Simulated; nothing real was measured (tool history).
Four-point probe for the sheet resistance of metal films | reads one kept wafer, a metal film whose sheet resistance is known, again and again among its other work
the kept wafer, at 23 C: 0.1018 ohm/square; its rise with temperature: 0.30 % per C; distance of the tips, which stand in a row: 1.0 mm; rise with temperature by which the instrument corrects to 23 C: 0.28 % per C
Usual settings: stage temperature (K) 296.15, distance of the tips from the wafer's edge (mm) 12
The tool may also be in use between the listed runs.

| run | hour | stage temperature (K) | distance of the tips from the wafer's edge (mm) | sheet resistance as the instrument gives it (ohm/square) |
|---|---|---|---|---|
| 1 | 0 | 296.15 | 12 | 0.102375 |
| 2 | 98.5 | 296.15 | 12 | 0.102433 |
| 3 | 208.5 | 295.15 | 12 | 0.102558 |
|  | 226 | stage's thermometer calibrated |
| 4 | 278.8 | 295.15 | 12 | 0.102354 |
| 5 | 362.2 | 295.15 | 12 | 0.102435 |
| 6 | 491.5 | 295.15 | 12 | 0.102553 |
| 7 | 606.6 | 295.15 | 44 | 0.102297 |
| 8 | 666 | 295.15 | 44 | 0.102315 |
| 9 | 751 | 296.15 | 68 | 0.102438 |
| 10 | 827.5 | 296.15 | 68 | 0.10247 |
| 11 | 949.3 | 297.15 | 8 | 0.103442 |

The same runs without the tool's hidden state, with the same run-to-run variation:
The hidden state here: inner tips' distance over the nominal, %; tips' flats over new ones', %; wafer's true temperature over the reading, C; drift of the gauge itself on sheet_ohm, %.
| run | sheet resistance as the instrument gives it (ohm/square) |
|---|---|
| 1 | 0.102168 |
| 2 | 0.102145 |
| 3 | 0.102177 |
| 4 | 0.102137 |
| 5 | 0.102149 |
| 6 | 0.102158 |
| 7 | 0.101808 |
| 8 | 0.101773 |
| 9 | 0.101834 |
| 10 | 0.101803 |
| 11 | 0.102669 |
